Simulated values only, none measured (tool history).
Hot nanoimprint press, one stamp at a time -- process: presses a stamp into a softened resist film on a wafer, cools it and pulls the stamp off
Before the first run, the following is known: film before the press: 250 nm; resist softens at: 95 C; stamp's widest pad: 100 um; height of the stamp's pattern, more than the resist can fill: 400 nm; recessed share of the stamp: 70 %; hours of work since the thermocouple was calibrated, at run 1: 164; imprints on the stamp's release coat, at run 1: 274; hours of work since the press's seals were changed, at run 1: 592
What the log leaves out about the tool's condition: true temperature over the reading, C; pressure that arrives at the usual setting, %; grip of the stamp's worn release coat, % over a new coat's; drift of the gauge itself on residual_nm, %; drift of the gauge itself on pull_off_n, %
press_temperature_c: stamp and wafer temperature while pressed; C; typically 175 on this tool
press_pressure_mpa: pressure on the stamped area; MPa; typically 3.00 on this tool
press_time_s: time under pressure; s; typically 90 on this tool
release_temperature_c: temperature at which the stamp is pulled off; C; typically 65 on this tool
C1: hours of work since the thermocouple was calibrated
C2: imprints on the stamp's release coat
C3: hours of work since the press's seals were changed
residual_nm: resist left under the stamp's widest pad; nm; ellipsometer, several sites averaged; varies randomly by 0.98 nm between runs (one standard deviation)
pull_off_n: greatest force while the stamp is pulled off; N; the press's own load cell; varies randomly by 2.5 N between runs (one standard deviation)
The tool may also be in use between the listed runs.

Run 1, day 0.000: usual settings; C1 164; C2 274; C3 592. Result: residual_nm 143.6 nm, pull_off_n 121 N.
Run 2, day 2.512: usual settings; C1 212; C2 519; C3 640. Result: residual_nm 144.0 nm, pull_off_n 131 N.
Run 3, day 4.500: usual settings but press_temperature_c 185 C; C1 250; C2 713; C3 677. Result: residual_nm 103.3 nm, pull_off_n 142 N.
Run 4, day 6.875: usual settings but press_temperature_c 185 C; C1 295; C2 945; C3 722. Result: residual_nm 106.5 nm, pull_off_n 137 N.
Run 5, day 7.942: usual settings; C1 315; C2 1049; C3 743. Result: residual_nm 144.5 nm, pull_off_n 147 N.
At day 9.292: stamp cleaned and given a new release coat.
Run 6, day 10.629: usual settings; C1 361; C2 130; C3 789. Result: residual_nm 147.6 nm, pull_off_n 118 N.
Run 7, day 12.304: usual settings but press_pressure_mpa 1.97 MPa; C1 393; C2 294; C3 821. Result: residual_nm 165.2 nm, pull_off_n 126 N.
Run 8, day 14.642: usual settings but press_pressure_mpa 1.97 MPa; C1 437; C2 521; C3 865. Result: residual_nm 165.5 nm, pull_off_n 128 N.
Run 9, day 16.812: usual settings but press_pressure_mpa 1.97 MPa; C1 479; C2 733; C3 906. Result: residual_nm 165.9 nm, pull_off_n 138 N.
Run 10, day 18.800: usual settings but press_pressure_mpa 1.97 MPa; C1 516; C2 927; C3 944. Result: residual_nm 165.4 nm, pull_off_n 139 N.
At day 19.092: plate thermocouple calibrated.
Run 11, day 21.075: usual settings but press_pressure_mpa 1.97 MPa; C1 38; C2 1137; C3 985. Result: residual_nm 163.1 nm, pull_off_n 146 N.
At day 21.525: stamp cleaned and given a new release coat.
Run 12, day 22.371: usual settings but press_time_s 117 s; C1 58; C2 83; C3 1005. Result: residual_nm 129.6 nm, pull_off_n 115 N.
Run 13, day 24.612: usual settings; C1 100; C2 301; C3 1047. Result: residual_nm 143.5 nm, pull_off_n 121 N.
Run 14, day 26.025: usual settings but press_time_s 60 s; C1 127; C2 439; C3 1074. Result: residual_nm 161.4 nm, pull_off_n 120 N.
Run 15, day 27.938: usual settings but press_time_s 115 s; C1 163; C2 625; C3 1110. Result: residual_nm 130.6 nm, pull_off_n 129 N.
At day 28.688: press's hydraulic seals changed and the load cell set to zero.
Run 16, day 29.829: usual settings but press_time_s 115 s; C1 193; C2 777; C3 22. Result: residual_nm 130.4 nm, pull_off_n 139 N.
Run 17, day 32.283: usual settings but press_temperature_c 184 C, release_temperature_c 58 C; C1 239; C2 1017; C3 68. Result: residual_nm 105.1 nm, pull_off_n 158 N.
At day 33.975: stamp cleaned and given a new release coat.
Run 18, day 34.562: usual settings but press_temperature_c 183 C, press_time_s 125 s, release_temperature_c 72 C; C1 278; C2 57; C3 107. Result: residual_nm 95.9 nm, pull_off_n 107 N.
Run 19, day 36.925: usual settings but press_temperature_c 183 C, press_time_s 125 s, release_temperature_c 72 C; C1 323; C2 288; C3 152. Result: residual_nm 97.4 nm, pull_off_n 108 N.
Run 20, day 38.825: usual settings but press_temperature_c 180 C, release_temperature_c 60 C; C1 359; C2 473; C3 188. Result: residual_nm 122.6 nm, pull_off_n 147 N.
Run 21, day 40.917: usual settings but press_time_s 52 s, release_temperature_c 68 C; C1 399; C2 677; C3 227. Result: residual_nm 169.8 nm, pull_off_n 124 N.
Run 22, day 42.708: usual settings but press_temperature_c 181 C, press_pressure_mpa 2.98 MPa, press_time_s 144 s, release_temperature_c 68 C; C1 433; C2 852; C3 261. Result: residual_nm 98.4 nm, pull_off_n 128 N.
Run 23, day 44.092: usual settings but press_temperature_c 170 C, press_pressure_mpa 3.69 MPa, press_time_s 144 s, release_temperature_c 61 C; C1 459; C2 986; C3 288. Result: residual_nm 135.3 nm, pull_off_n 161 N.
At day 46.021: stamp cleaned and given a new release coat.
Run 24, day 46.808: usual settings but press_time_s 50 s, release_temperature_c 55 C; C1 506; C2 77; C3 334. Result: residual_nm 173.0 nm, pull_off_n 144 N.
At day 47.579: plate thermocouple calibrated.
Run 25, day 48.404: usual settings but press_time_s 50 s, release_temperature_c 55 C; C1 16; C2 221; C3 362. Result: residual_nm 165.7 nm, pull_off_n 140 N.
Run 26, day 49.746: usual settings but press_temperature_c 173 C, press_pressure_mpa 4.48 MPa; C1 41; C2 351; C3 388. Result: residual_nm 129.4 nm, pull_off_n 127 N.
Run 27, day 50.988: usual settings but press_temperature_c 173 C, press_pressure_mpa 4.48 MPa; C1 65; C2 472; C3 411. Result: residual_nm 131.2 nm, pull_off_n 127 N.
Run 28, day 53.075: usual settings but press_temperature_c 173 C, press_pressure_mpa 2.23 MPa, press_time_s 142 s; C1 104; C2 676; C3 451. Result: residual_nm 140.1 nm, pull_off_n 133 N.

Consider 3 possible next runs. They are alternatives, not a sequence: every one starts from the tool as it was left by run 28. What does each give?
Run A, day 55.033: usual settings but press_temperature_c 171 C, press_pressure_mpa 3.48 MPa; C1 142; C2 867; C3 488. Result: residual_nm ?, pull_off_n ?.
Run B, day 55.033: usual settings but press_temperature_c 173 C, press_pressure_mpa 2.23 MPa, press_time_s 128 s; C1 142; C2 867; C3 488. Result: residual_nm ?, pull_off_n ?.
Run C, day 55.033: usual settings but press_pressure_mpa 3.19 MPa, press_time_s 100 s; C1 142; C2 867; C3 488. Result: residual_nm ?, pull_off_n ?.

run  residual_nm  pull_off_n
  A        152.1         138
  B        147.9         141
  C        133.9         139
Take away the tool's hidden state, keep each run's random variation, and the runs would have read:
run  residual_nm  pull_off_n
  A        150.7         115
  B        146.9         118
  C        132.6         117
